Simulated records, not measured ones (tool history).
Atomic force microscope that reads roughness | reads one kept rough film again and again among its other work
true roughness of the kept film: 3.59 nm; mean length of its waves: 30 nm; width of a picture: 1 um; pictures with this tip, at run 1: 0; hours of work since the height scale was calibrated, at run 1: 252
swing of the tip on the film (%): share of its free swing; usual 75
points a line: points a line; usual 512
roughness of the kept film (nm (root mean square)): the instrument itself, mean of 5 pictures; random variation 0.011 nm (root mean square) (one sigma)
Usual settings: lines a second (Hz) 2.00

run     day  lines a second (Hz)  swing of the tip on the film (%)  points a line  pictures with this tip  hours of work since the height scale was calibrated  roughness of the kept film (nm (root mean square))
  1   0.000                 2.00                                75            512                       0                                                  252                                               2.645
  2   0.517                 2.00                                75            378                      13                                                  260                                               2.501
  3   1.658                 2.00                                75            512                      43                                                  276                                               2.290
  4   2.208                 2.00                                75            512                      57                                                  284                                               2.190
  5   2.900                 2.00                                75            270                      75                                                  294                                               2.059
  6   3.892                 2.00                                75            383                     101                                                  308                                               1.933
  7   4.975                 0.96                                75            512                     129                                                  323                                               1.951
      5.242  -- new tip fitted
  8   5.750                 0.96                                75            512                      13                                                  334                                               2.719
  9   6.521                 2.01                                75            512                      33                                                  345                                               2.358
 10   7.621                 2.01                                75            512                      62                                                  361                                               2.170
 11   8.196                 2.29                                75            512                      77                                                  369                                               2.039
 12   8.988                 2.00                                75            512                      98                                                  380                                               1.940
 13  10.088                 1.86                                75            512                     126                                                  396                                               1.850
     10.462  -- new tip fitted
 14  11.196                 1.33                                70            614                      20                                                  412                                               2.638
 15  11.917                 1.81                                72            654                      38                                                  422                                               2.422
 16  12.888                 0.77                                87            591                      64                                                  436                                               2.266
     13.012  -- height scale calibrated on a step standard
 17  14.012                 2.06                                58            479                      92                                                   14                                               2.208
     14.754  -- height scale calibrated on a step standard, once more
 18  15.238                 2.06                                58            479                     123                                                    7                                               2.056
     15.738  -- new tip fitted
 19  15.850                 2.06                                58            479                       3                                                   15                                               2.880
 20  16.538                 2.06                                58            479                      21                                                   25                                               2.739
 21  17.071                 2.75                                55            388                      35                                                   33                                               2.612
 22  17.900                 1.46                                56            327                      57                                                   45                                               2.497
 23  18.458                 0.63                                75            349                      71                                                   53                                               2.333
 24  19.225                 2.00                                75            910                      91                                                   64                                               2.050
 25  19.933                 2.00                                89            547                     110                                                   74                                               1.725

3 ways to go on from here, each from the tool as it stands after run 25. What would each give?
     20.975  -- new tip fitted
  A  20.996                 2.00                                57            547                       1                                                   89                                                   ?
     20.975  -- new tip fitted
  B  20.996                 2.00                                75            512                       1                                                   89                                                   ?
     20.975  -- new tip fitted
  C  20.996                 2.00                                80            367                       1                                                   89                                                   ?

run  roughness of the kept film (nm (root mean square))
  A                                               2.877
  B                                               2.628
  C                                               2.533
Without the tool's hidden state the same runs would have given:
run  roughness of the kept film (nm (root mean square))
  A                                               2.930
  B                                               2.676
  C                                               2.579

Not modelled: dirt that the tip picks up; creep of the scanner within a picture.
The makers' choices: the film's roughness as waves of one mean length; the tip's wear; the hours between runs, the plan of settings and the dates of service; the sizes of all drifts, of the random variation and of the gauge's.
